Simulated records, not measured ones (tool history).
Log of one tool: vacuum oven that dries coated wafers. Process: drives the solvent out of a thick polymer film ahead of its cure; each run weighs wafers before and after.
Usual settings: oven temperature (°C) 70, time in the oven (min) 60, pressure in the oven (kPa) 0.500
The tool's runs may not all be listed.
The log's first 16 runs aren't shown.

run     day  oven temperature (°C)  time in the oven (min)  pressure in the oven (kPa)  solvent left in the film (%)
 17  27.717                     70                      60                       0.500                          2.49
 18  28.850                     70                      60                       0.500                          2.60
 19  29.942                     70                      60                       0.500                          2.54
 20  32.050                     82                      90                       0.299                          0.46
 21  33.575                     82                      90                       0.299                          0.39
     34.608  -- oven's thermocouples calibrated, once more
 22  35.796                     82                      90                       0.299                          0.30
 23  37.754                     70                      39                       1.428                          4.89
 24  39.383                     70                      39                       1.428                          4.90
 25  40.538                     67                      53                       0.658                          3.70
 26  42.654                     67                      62                       1.251                          3.51
 27  43.838                     70                      60                       1.367                          3.12
 28  46.279                     82                      87                       0.287                          0.34
 29  48.750                     80                      35                       0.500                          2.66
 30  50.300                     80                      54                       0.520                          1.26
 31  51.550                     66                      49                       0.568                          4.25
 32  53.071                     66                      49                       0.568                          4.38
 33  54.600                     58                      97                       1.243                          4.17
 34  56.921                     61                      33                       0.500                          7.59
 35  59.004                     66                      65                       1.326                          3.84
 36  60.121                     66                      65                       1.326                          3.73

Forecast each of these 3 alternatives for the next run:
  A  62.204                     82                      76                       1.408                             ?
  B  62.204                     66                      65                       1.141                             ?
  C  62.204                     70                      50                       0.331                             ?

run  solvent left in the film (%)
  A                          0.99
  B                          3.55
  C                          3.14
Without the tool's hidden state the same runs would have given:
run  solvent left in the film (%)
  A                          0.82
  B                          3.21
  C                          2.85
